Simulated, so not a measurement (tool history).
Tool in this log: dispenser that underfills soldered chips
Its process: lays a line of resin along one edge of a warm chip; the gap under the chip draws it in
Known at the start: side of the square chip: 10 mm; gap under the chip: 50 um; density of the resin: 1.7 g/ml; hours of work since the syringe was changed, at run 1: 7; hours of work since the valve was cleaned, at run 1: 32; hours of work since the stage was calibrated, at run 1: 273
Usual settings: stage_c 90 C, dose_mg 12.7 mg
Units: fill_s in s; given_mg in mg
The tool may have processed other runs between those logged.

run,hour,stage_c,dose_mg,hours of work since the syringe was changed,hours of work since the valve was cleaned,hours of work since the stage was calibrated,fill_s,given_mg
1,0.0,90,12.7,7,32,273,258.4,12.35
# hour 4.2: new syringe of resin
2,8.1,90,12.7,3,38,279,179.5,12.28
3,12.3,90,12.7,6,41,283,240.4,12.26
4,17.5,90,12.7,10,45,286,337.9,12.22
# hour 18.3: new syringe of resin
5,22.8,90,11.5,3,49,290,188.7,10.96
# hour 32.0: new syringe of resin
6,32.0,79,11.5,0,56,297,202.2,10.91
7,37.4,79,11.5,4,60,301,291.8,10.91
# hour 45.8: new syringe of resin
8,45.9,93,14.7,0,66,307,127.2,13.75
9,53.0,93,14.7,5,71,313,202.0,13.79

Run 10 is up next; what results do you expect?
# hour 59.5: new syringe of resin
10,61.9,102,12.3,2,78,319,?,?

{"run 10": {"fill_s": 117.5, "given_mg": 11.42}}
Minus the tool's unlogged condition, the same run would have read fill_s 97.3 s, given_mg 12.28 mg.
